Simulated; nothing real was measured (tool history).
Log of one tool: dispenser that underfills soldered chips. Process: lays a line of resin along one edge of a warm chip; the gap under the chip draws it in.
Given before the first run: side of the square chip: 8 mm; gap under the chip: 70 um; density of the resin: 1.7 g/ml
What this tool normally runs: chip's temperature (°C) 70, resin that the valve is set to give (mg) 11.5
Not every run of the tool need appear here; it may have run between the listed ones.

run,hour,chip's temperature (°C),resin that the valve is set to give (mg),time until the resin shows at the far edge (s),resin that the valve gave (mg)
1,0,70,11.5,29.1,10.93
# hour 9.1: new syringe of resin
2,13.6,83,11.5,16.5,10.91
# hour 21.6: new syringe of resin
3,21.6,78,11.5,16.6,10.74
4,33.3,78,11.5,27.2,10.88
# hour 34.7: new syringe of resin
# hour 47.4: new syringe of resin
5,47.4,70,11.5,25,10.69
6,56.4,70,11.5,35.7,10.51
# hour 60.9: new syringe of resin
7,63.5,70,11.5,26.6,10.65
8,73,70,11.5,39.2,10.58
# hour 74.6: new syringe of resin
# hour 80.5: dispensing valve cleaned and set on the balance
9,81.9,70,11.5,29.7,11.49
# hour 89: new syringe of resin
10,97,70,12.4,33.3,12.41
# hour 102.4: new syringe of resin
11,111,66,11.5,39.9,11.25
# hour 115.3: new syringe of resin
12,119.2,66,11.5,33.9,11.35
# hour 128.8: new syringe of resin
13,132.2,66,11.5,32.9,11.25
# hour 141.4: new syringe of resin
14,143,66,11.5,30.7,11.18
# hour 154: new syringe of resin
15,156.8,66,11.5,32.1,11.09
16,165.2,73,11.4,33.4,10.99
# hour 166.5: new syringe of resin
# hour 179.1: new syringe of resin
17,181.7,83,11.4,14.8,10.83
18,188.5,61,10.8,53.5,10.28
# hour 191.8: new syringe of resin
19,195.8,65,14.4,35.1,13.7
20,202.8,65,11.3,48,10.75
# hour 204.5: new syringe of resin
21,213.1,58,11.3,59.6,10.6
# hour 217.2: new syringe of resin
22,228.9,57,9.8,73.2,9.18
# hour 230.4: new syringe of resin
23,239.2,68,12.5,37.5,11.54
# hour 244.1: new syringe of resin
24,255.4,76,11.2,30.4,10.22
# hour 256.8: new syringe of resin
# hour 269.6: new syringe of resin
25,272.5,85,12.3,14,11.22
# hour 276.2: dispensing valve cleaned and set on the balance
26,281.3,85,12.3,19.1,12.24
# hour 283.5: new syringe of resin
# hour 290.7: stage's temperature calibrated
# hour 298: new syringe of resin
27,299.5,66,10.4,32.9,10.35
# hour 310.8: new syringe of resin
28,311.4,75,10.8,20.9,10.68
# hour 324.1: new syringe of resin
29,325.8,83,12,15,11.63

Branching from run 29: 3 alternative next runs. What would each branch give?
# hour 337.5: new syringe of resin
A,338.5,55,13.6,?,?
# hour 337.5: new syringe of resin
B,338.5,85,10.8,?,?
# hour 337.5: new syringe of resin
C,338.5,83,12.7,?,?

run,time until the resin shows at the far edge (s),resin that the valve gave (mg)
A,51.3,13.37
B,13.2,10.46
C,14,12.35
Stripped of hidden state, with their random variation kept, the same runs would have yielded:
run,time until the resin shows at the far edge (s),resin that the valve gave (mg)
A,50.6,13.73
B,12.9,10.74
C,13.8,12.69
